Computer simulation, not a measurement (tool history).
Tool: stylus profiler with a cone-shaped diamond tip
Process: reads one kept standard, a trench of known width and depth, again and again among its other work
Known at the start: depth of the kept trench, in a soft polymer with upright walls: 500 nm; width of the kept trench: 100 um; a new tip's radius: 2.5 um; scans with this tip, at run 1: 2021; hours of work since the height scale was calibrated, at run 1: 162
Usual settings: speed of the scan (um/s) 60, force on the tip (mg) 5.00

run	hour	speed of the scan (um/s)	force on the tip (mg)	scans with this tip	hours of work since the height scale was calibrated	depth of the trench (nm)	width of the trench's floor (µm)
1	0.0	60	5.00	2021	162	508.51	96.85
2	30.1	47	5.00	2264	181	508.62	96.86
3	72.9	47	5.00	2610	209	508.75	96.91
4	119.0	29	5.00	2982	239	508.53	96.93
5	163.3	29	5.00	3340	267	508.54	96.95
6	186.3	60	5.00	3525	282	508.72	96.82
7	215.8	60	5.00	3764	301	508.56	96.85
8	243.2	60	5.00	3985	319	508.62	96.84
9	278.1	60	5.00	4267	342	508.61	96.83
10	327.3	60	5.18	4664	373	508.71	96.80
11	366.1	60	5.18	4978	399	508.91	96.83
12	394.3	60	5.18	5205	417	508.85	96.87
13	432.8	49	3.71	5516	442	507.18	96.82
14	454.5	49	3.71	5691	456	507.14	96.86
15	490.6	19	2.15	5983	479	504.94	96.88
16	533.9	19	2.15	6333	507	504.58	96.90
17	571.0	66	3.29	6632	531	506.50	96.83
18	593.3	79	9.36	6812	545	513.39	96.84
19	639.2	79	9.36	7183	575	513.36	96.82
20	668.6	79	9.36	7420	594	513.20	96.80
21	712.2	36	4.00	7772	622	507.40	96.89

4 ways to go on from here, each from the tool as it stands after run 21. What would each give?
A	753.8	60	7.01	8108	649	?	?
B	753.8	42	13.37	8108	649	?	?
C	753.8	60	12.44	8108	649	?	?
D	753.8	18	4.00	8108	649	?	?

run	depth of the trench (nm)	width of the trench's floor (µm)
A	510.63	96.89
B	516.93	96.92
C	516.23	96.93
D	507.61	96.97
Without the tool's hidden state the same runs would have given:
run	depth of the trench (nm)	width of the trench's floor (µm)
A	510.60	96.90
B	516.90	96.94
C	516.19	96.95
D	507.57	96.98
